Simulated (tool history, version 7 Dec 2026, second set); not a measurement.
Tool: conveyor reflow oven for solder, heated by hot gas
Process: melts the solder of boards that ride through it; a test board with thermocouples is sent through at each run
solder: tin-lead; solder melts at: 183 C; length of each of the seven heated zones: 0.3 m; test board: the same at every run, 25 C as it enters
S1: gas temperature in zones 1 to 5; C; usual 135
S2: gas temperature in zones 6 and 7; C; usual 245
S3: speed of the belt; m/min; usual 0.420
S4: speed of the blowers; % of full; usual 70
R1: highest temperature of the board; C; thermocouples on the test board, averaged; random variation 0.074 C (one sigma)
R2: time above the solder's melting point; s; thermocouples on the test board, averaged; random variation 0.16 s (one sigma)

{"run": 1, "day": 0.0, "S1": 135, "S2": 245, "S3": 0.42, "S4": 70, "R1": 228.45, "R2": 72.8}
{"run": 2, "day": 1.133, "S1": 135, "S2": 245, "S3": 0.42, "S4": 70, "R1": 228.24, "R2": 72.6}
{"run": 3, "day": 2.067, "S1": 128, "S2": 245, "S3": 0.42, "S4": 70, "R1": 227.26, "R2": 69.0}
{"run": 4, "day": 2.95, "S1": 128, "S2": 245, "S3": 0.42, "S4": 72, "R1": 227.36, "R2": 69.5}
{"run": 5, "day": 3.65, "S1": 128, "S2": 245, "S3": 0.42, "S4": 72, "R1": 227.28, "R2": 69.6}
{"run": 6, "day": 4.725, "S1": 128, "S2": 245, "S3": 0.42, "S4": 72, "R1": 227.22, "R2": 69.8}
{"run": 7, "day": 5.758, "S1": 128, "S2": 245, "S3": 0.42, "S4": 72, "R1": 227.17, "R2": 69.4}
{"run": 8, "day": 6.817, "S1": 128, "S2": 245, "S3": 0.42, "S4": 72, "R1": 227.11, "R2": 69.0}
{"day": 7.125, "done": "flux residue cleaned out of gas plates and filters"}
{"run": 9, "day": 8.088, "S1": 149, "S2": 245, "S3": 0.42, "S4": 65, "R1": 228.69, "R2": 78.2}
{"run": 10, "day": 9.171, "S1": 149, "S2": 236, "S3": 0.42, "S4": 65, "R1": 220.89, "R2": 72.8}
{"run": 11, "day": 10.183, "S1": 149, "S2": 236, "S3": 0.42, "S4": 65, "R1": 220.87, "R2": 72.8}
{"run": 12, "day": 11.071, "S1": 135, "S2": 245, "S3": 0.42, "S4": 70, "R1": 227.02, "R2": 71.9}
{"run": 13, "day": 11.829, "S1": 135, "S2": 245, "S3": 0.42, "S4": 70, "R1": 227.13, "R2": 71.7}

Forecast each of these 3 alternatives for the next run:
{"run": "A", "day": 12.612, "S1": 135, "S2": 258, "S3": 0.494, "S4": 64, "R1": "?", "R2": "?"}
{"run": "B", "day": 12.612, "S1": 133, "S2": 245, "S3": 0.363, "S4": 60, "R1": "?", "R2": "?"}
{"run": "C", "day": 12.612, "S1": 135, "S2": 237, "S3": 0.42, "S4": 70, "R1": "?", "R2": "?"}

run=A R1=229.93 R2=62.1
run=B R1=229.70 R2=84.8
run=C R1=220.05 R2=66.4
Without the tool's hidden state the same runs would have given:
run=A R1=231.58 R2=61.9
run=B R1=230.62 R2=84.0
run=C R1=221.23 R2=66.4
